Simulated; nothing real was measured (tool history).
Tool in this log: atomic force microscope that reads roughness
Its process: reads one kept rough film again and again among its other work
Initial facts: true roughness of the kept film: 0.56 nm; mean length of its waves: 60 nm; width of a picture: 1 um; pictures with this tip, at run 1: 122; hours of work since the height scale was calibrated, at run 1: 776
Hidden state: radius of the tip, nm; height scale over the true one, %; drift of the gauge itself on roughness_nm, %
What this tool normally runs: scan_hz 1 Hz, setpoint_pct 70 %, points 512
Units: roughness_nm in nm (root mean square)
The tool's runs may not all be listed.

run   hour  scan_hz  setpoint_pct  points  pictures with this tip  hours of work since the height scale was calibrated  roughness_nm
  1      0        1            70     512                     122                                                  776        0.5292
  2   34.3        1            74     512                     175                                                  799        0.5207
     106.1  -- new tip fitted
  3    110        1            70     512                       6                                                  849        0.5356
  4  189.2     3.48            70     512                     129                                                  902        0.4711
  5  235.9     3.48            70     512                     201                                                  933        0.4662
  6  274.9     3.48            70     512                     262                                                  959        0.4641
     289.2  -- new tip fitted
  7  332.7     0.59            70     512                      68                                                  997        0.5447
  8  381.3     0.59            77     512                     143                                                 1029        0.5353
  9  426.2     0.59            77     512                     213                                                 1059        0.5313
     467.7  -- new tip fitted
 10  501.7     3.72            70     512                      53                                                 1109        0.4688
 11  577.2     3.72            70     512                     170                                                 1159        0.4639
 12  620.8        1            71     337                     237                                                 1188        0.5269
     647.6  -- new tip fitted
 13  660.4        1            71     337                      20                                                 1214        0.5355
 14  716.4        1            71     337                     107                                                 1251        0.5296
 15  799.6        1            71     337                     236                                                 1307        0.5266
     827.3  -- new tip fitted
 16  872.5     3.76            56     542                      70                                                 1355        0.5215
 17  908.2     3.76            56     542                     125                                                 1379        0.5192
 18  973.1     3.76            56     542                     226                                                 1422        0.5154

Entry by entry between the runs, the difference in hidden state between the last listed run before and the first listed run after:
After run 2, before run 3: new tip fitted (hour 106.1)
  radius of the tip, nm: 31.8 -> 11.4; height scale over the true one, %: 1.47 -> 1.56
  measured minus no-state result, roughness_nm: +0.0007 -> +0.0078 nm (root mean square)
After run 6, before run 7: new tip fitted (hour 289.2)
  radius of the tip, nm: 44.8 -> 19.7; height scale over the true one, %: 1.76 -> 1.83
  measured minus no-state result, roughness_nm: -0.0017 -> +0.0066 nm (root mean square)
After run 9, before run 10: new tip fitted (hour 467.7)
  radius of the tip, nm: 40 -> 17.3; height scale over the true one, %: 1.93 -> 2.02
  measured minus no-state result, roughness_nm: +0.0006 -> +0.0072 nm (root mean square)
After run 12, before run 13: new tip fitted (hour 647.6)
  radius of the tip, nm: 40.6 -> 14.5; height scale over the true one, %: 2.16 -> 2.2
  measured minus no-state result, roughness_nm: +0.0015 -> +0.0101 nm (root mean square)
After run 15, before run 16: new tip fitted (hour 827.3)
  radius of the tip, nm: 43.4 -> 20.3; height scale over the true one, %: 2.37 -> 2.45
  measured minus no-state result, roughness_nm: +0.0017 -> +0.0093 nm (root mean square)

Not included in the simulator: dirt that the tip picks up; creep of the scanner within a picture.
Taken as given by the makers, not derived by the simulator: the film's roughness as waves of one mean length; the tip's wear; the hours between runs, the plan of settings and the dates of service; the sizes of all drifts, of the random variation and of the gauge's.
